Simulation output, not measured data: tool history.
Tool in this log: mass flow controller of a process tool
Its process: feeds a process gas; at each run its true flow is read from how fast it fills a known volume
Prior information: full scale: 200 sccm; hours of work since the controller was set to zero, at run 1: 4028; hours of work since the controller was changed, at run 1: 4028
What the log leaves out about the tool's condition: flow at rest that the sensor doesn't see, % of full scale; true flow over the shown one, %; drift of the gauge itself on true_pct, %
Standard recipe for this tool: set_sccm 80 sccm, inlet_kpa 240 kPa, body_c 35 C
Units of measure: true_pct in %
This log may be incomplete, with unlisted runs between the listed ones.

run    hour  set_sccm  inlet_kpa  body_c  hours of work since the controller was set to zero  hours of work since the controller was changed  true_pct
  1     0.0        80        240      35                                                4028                                            4028     98.81
  2   143.8       132        240      35                                                4109                                            4109     98.94
  3   291.8        80        272      35                                                4193                                            4193     98.51
  4   403.7        80        240      35                                                4256                                            4256     98.81
  5   522.9        80        240      35                                                4323                                            4323     98.84
  6   641.3        80        240      35                                                4389                                            4389     98.80
  7   748.1        80        224      35                                                4450                                            4450     98.90
  8   874.6        80        224      35                                                4521                                            4521     98.84
  9   995.9        45        224      38                                                4589                                            4589     98.59
 10  1136.5        93        240      38                                                4668                                            4668     98.72
 11  1302.4        22        151      38                                                4762                                            4762     99.22
 12  1460.5        22        151      38                                                4851                                            4851     99.15
 13  1635.5        31        240      23                                                4949                                            4949     99.10

Consider 3 possible next runs. They are alternatives, not a sequence: every one starts from the tool as it was left by run 13. What does each give?
  A  1797.2        80        253      35                                                5040                                            5040         ?
  B  1797.2        40        181      38                                                5040                                            5040         ?
  C  1797.2        33        242      30                                                5040                                            5040         ?

run  true_pct
  A     98.69
  B     98.91
  C     98.84
What these runs would have given with no unlogged condition in the tool:
run  true_pct
  A     98.69
  B     98.93
  C     98.86
